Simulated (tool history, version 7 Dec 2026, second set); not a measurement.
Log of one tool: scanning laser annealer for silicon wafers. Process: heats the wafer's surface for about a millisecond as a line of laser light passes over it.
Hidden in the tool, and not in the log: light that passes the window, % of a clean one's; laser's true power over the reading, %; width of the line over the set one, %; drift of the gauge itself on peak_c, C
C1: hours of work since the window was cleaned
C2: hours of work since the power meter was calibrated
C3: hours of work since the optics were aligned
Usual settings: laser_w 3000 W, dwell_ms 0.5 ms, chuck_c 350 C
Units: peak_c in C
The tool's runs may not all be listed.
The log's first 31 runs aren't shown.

run 32 hour=260.4 | laser_w=3222 dwell_ms=0.567 chuck_c=331 | C1=381 C2=245 C3=25 | peak_c=1271
run 33 hour=269.7 | laser_w=3226 dwell_ms=0.478 chuck_c=354 | C1=385 C2=250 C3=29 | peak_c=1226
run 34 hour=274.9 | laser_w=3208 dwell_ms=0.429 chuck_c=350 | C1=388 C2=252 C3=31 | peak_c=1170
run 35 hour=282.3 | laser_w=3168 dwell_ms=0.35 chuck_c=316 | C1=391 C2=255 C3=35 | peak_c=1051
run 36 hour=292.1 | laser_w=3000 dwell_ms=0.5 chuck_c=324 | C1=396 C2=260 C3=39 | peak_c=1141
run 37 hour=300.7 | laser_w=3000 dwell_ms=0.5 chuck_c=324 | C1=400 C2=264 C3=43 | peak_c=1142
run 38 hour=309 | laser_w=2869 dwell_ms=0.363 chuck_c=343 | C1=404 C2=268 C3=47 | peak_c=1018
run 39 hour=315.8 | laser_w=2869 dwell_ms=0.363 chuck_c=343 | C1=407 C2=271 C3=50 | peak_c=1016

Forecast each of these 4 alternatives for the next run:
run A hour=322.8 | laser_w=2869 dwell_ms=0.496 chuck_c=343 | C1=410 C2=274 C3=54 | peak_c=?
run B hour=322.8 | laser_w=2919 dwell_ms=0.362 chuck_c=350 | C1=410 C2=274 C3=54 | peak_c=?
run C hour=322.8 | laser_w=2699 dwell_ms=0.5 chuck_c=350 | C1=410 C2=274 C3=54 | peak_c=?
run D hour=322.8 | laser_w=2869 dwell_ms=0.395 chuck_c=343 | C1=410 C2=274 C3=54 | peak_c=?

run=A peak_c=1119
run=B peak_c=1034
run=C peak_c=1079
run=D peak_c=1041
Without the tool's hidden state the same runs would have given:
run=A peak_c=1135
run=B peak_c=1048
run=C peak_c=1093
run=D peak_c=1055
